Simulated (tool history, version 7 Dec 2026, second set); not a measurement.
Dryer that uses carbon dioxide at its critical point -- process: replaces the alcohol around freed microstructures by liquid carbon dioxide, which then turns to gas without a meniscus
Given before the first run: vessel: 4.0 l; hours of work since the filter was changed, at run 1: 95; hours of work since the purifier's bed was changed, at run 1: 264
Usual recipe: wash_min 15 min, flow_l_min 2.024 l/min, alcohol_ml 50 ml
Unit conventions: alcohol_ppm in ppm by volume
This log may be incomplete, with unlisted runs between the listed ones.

run	hour	wash_min	flow_l_min	alcohol_ml	hours of work since the filter was changed	hours of work since the purifier's bed was changed	alcohol_ppm
1	0.0	15	2.024	50	95	264	143
2	10.6	15	2.024	50	101	270	139
3	20.5	15	2.024	42	106	275	135
4	31.8	15	2.024	92	113	281	163
5	39.4	15	2.024	92	117	285	162
6	46.6	15	1.240	92	121	289	639
7	62.1	15	1.240	92	129	298	667
8	72.0	15	1.240	92	134	303	657
9	78.5	18	2.024	109	138	307	142
10	91.2	18	2.024	109	145	314	152
11	106.2	18	2.024	109	153	322	158
12	118.9	18	2.024	109	160	329	168
13	126.4	14	2.024	109	164	333	217
14	134.2	14	2.024	109	169	337	234
15	150.0	11	1.900	66	177	346	348

Results for each run, recomputed without the tool's hidden state and with each run's random variation untouched:
Hidden state at play: flow that reaches the vessel past the clogged filter, %; alcohol in the recycled carbon dioxide, ppm; drift of the gauge itself on alcohol_ppm, %.
run	alcohol_ppm
1	25
2	19
3	14
4	32
5	31
6	442
7	455
8	441
9	4
10	10
11	12
12	20
13	52
14	66
15	159
